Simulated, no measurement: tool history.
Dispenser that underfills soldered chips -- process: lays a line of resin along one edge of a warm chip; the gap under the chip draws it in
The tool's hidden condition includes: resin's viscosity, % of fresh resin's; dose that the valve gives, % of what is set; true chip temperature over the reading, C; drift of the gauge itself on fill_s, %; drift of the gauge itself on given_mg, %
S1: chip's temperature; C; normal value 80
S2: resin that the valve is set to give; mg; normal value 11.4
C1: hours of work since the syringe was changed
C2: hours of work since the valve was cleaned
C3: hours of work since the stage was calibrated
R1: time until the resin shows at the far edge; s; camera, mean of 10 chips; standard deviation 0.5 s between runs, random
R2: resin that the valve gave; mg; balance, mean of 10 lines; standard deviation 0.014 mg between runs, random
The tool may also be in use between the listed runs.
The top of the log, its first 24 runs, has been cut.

run	hour	S1	S2	C1	C2	C3	R1	R2
# hour 274.9: new syringe of resin
25	279.9	70	11.6	3	18	260	80.0	11.50
# hour 289.6: new syringe of resin
26	292.2	74	13.1	2	25	268	60.2	12.93
# hour 304.6: new syringe of resin
27	307.8	74	13.1	2	36	278	61.8	12.89
28	316.8	67	14.5	8	42	284	130.3	14.27
# hour 319.3: new syringe of resin
29	327.7	67	14.5	6	49	291	104.2	14.19
# hour 331.9: dispensing valve cleaned and set on the balance
# hour 335.2: new syringe of resin
30	344.9	70	13.8	6	8	302	101.5	13.78
# hour 349.9: new syringe of resin
31	359.6	70	13.8	6	18	311	103.1	13.75
# hour 364.8: new syringe of resin
32	368.7	88	10.0	3	24	317	43.8	9.94
33	376.2	88	10.0	8	29	322	64.9	9.94
# hour 380.4: new syringe of resin
34	384.2	75	12.4	3	34	327	63.9	12.26
35	393.7	81	11.9	9	40	333	86.6	11.76

Alternative continuations, all from the tool just after run 35; predict every row:
# hour 395.3: new syringe of resin
A	400.6	92	13.0	3	44	338	?	?
# hour 395.3: new syringe of resin
B	400.6	83	10.8	3	44	338	?	?
# hour 395.3: new syringe of resin
C	400.6	79	10.3	3	44	338	?	?

run	R1	R2
A	38.7	12.84
B	53.0	10.65
C	62.0	10.15
Had the tool no hidden state, the same runs would have come out as:
run	R1	R2
A	26.9	13.01
B	36.5	10.79
C	42.7	10.29
